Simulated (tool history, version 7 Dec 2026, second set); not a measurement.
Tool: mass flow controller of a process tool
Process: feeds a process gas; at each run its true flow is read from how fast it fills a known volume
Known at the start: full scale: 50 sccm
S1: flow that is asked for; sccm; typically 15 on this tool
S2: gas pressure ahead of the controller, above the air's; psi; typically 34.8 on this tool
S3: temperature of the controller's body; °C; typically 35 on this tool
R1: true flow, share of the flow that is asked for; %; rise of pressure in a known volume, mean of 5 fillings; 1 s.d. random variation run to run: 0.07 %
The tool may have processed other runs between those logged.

run,hour,S1,S2,S3,R1
1,0,15,34.8,35,93.98
2,289.6,15,34.8,35,93.91
3,687.4,15,34.8,35,93.86
4,1151.3,15,34.8,35,93.73
5,1544.9,15,34.8,20,95.3
6,1955.5,32,34.8,35,95.59
7,2186.7,32,34.8,35,95.53
8,2396.8,32,34.8,35,95.52
9,2598.8,41,21.8,27,97.2
10,2909.9,25,34.2,31,95.14
11,3310.2,39,22.5,31,96.49
12,3581.9,16,38.6,36,93.11
13,3978.9,16,38.6,36,93.08
14,4257.2,14,37.1,31,93.18
15,4460,14,37.1,31,92.93
16,4788.1,19,21.3,26,94.84

Subtracting, for every run, the result it would have given without the tool's unlogged condition from the measured result gives the following. The same run-to-run variation enters both numbers; the gauge's scatter may not:
Hidden state present: flow at rest that the sensor doesn't see, % of full scale; true flow over the shown one, %; drift of the gauge itself on true_pct, %.
run,R1
1,-3.11
2,-3.19
3,-3.28
4,-3.4
5,-3.51
6,-2.38
7,-2.42
8,-2.45
9,-2.24
10,-2.86
11,-2.4
12,-3.87
13,-3.97
14,-4.39
15,-4.44
16,-3.76

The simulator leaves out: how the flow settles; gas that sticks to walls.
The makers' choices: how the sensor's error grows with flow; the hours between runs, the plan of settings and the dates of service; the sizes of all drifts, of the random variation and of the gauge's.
